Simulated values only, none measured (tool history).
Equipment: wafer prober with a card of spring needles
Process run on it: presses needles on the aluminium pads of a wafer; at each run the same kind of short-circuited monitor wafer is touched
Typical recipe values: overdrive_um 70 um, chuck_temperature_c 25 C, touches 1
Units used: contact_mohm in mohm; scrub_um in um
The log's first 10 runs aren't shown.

run	hour	overdrive_um	chuck_temperature_c	touches	contact_mohm	scrub_um
11	95.9	70	25	1	254	18.04
# hour 106.6: tips cleaned on abrasive film
12	107	70	25	1	256	18.12
13	116.7	70	25	1	255	18.05
14	132.3	70	25	3	256	18.01
# hour 138.8: tips cleaned on abrasive film
15	141.6	70	25	3	251	18.09
16	157	70	25	1	257	18.12
# hour 171.6: tips cleaned on abrasive film
17	171.8	70	25	1	255	18.15
18	183.4	70	25	1	258	18.21
19	197	67	65	1	265	17.44
# hour 204.3: tips cleaned on abrasive film
20	212.8	67	65	1	268	17.5
21	219.8	67	65	1	266	17.4
22	232.6	67	65	1	271	17.42
# hour 236.6: tips cleaned on abrasive film
23	246.5	67	65	1	267	17.47
24	255.9	53	29	1	264	13.86
# hour 262.2: gauge calibrated
25	266.1	82	26	1	249	20.96
# hour 268.9: tips cleaned on abrasive film
26	275.2	82	26	1	252	20.99
27	285	82	26	1	251	20.98
28	292.2	61	61	2	268	15.69
# hour 301.1: tips cleaned on abrasive film
29	306.2	50	61	3	275	12.84
30	321.3	50	30	1	268	12.85
31	328.3	79	30	2	250	20.31
# hour 334: tips cleaned on abrasive film
32	342.6	70	25	3	256	18.01
33	353.2	70	29	3	254	18.06
34	360.7	70	34	1	255	18.06
# hour 365.9: tips cleaned on abrasive film
35	370.1	58	92	2	279	15

4 options for the next run, each taken on its own from the tool as it stands now. Forecast them:
A	385.5	86	35	3	?	?
B	385.5	51	25	3	?	?
C	385.5	58	115	2	?	?
D	385.5	58	95	1	?	?

run	contact_mohm	scrub_um
A	256	22.21
B	261	13.24
C	289	14.94
D	282	15.02
What these runs would have given with no unlogged condition in the tool:
run	contact_mohm	scrub_um
A	256	22.01
B	261	13.13
C	289	14.81
D	281	14.89
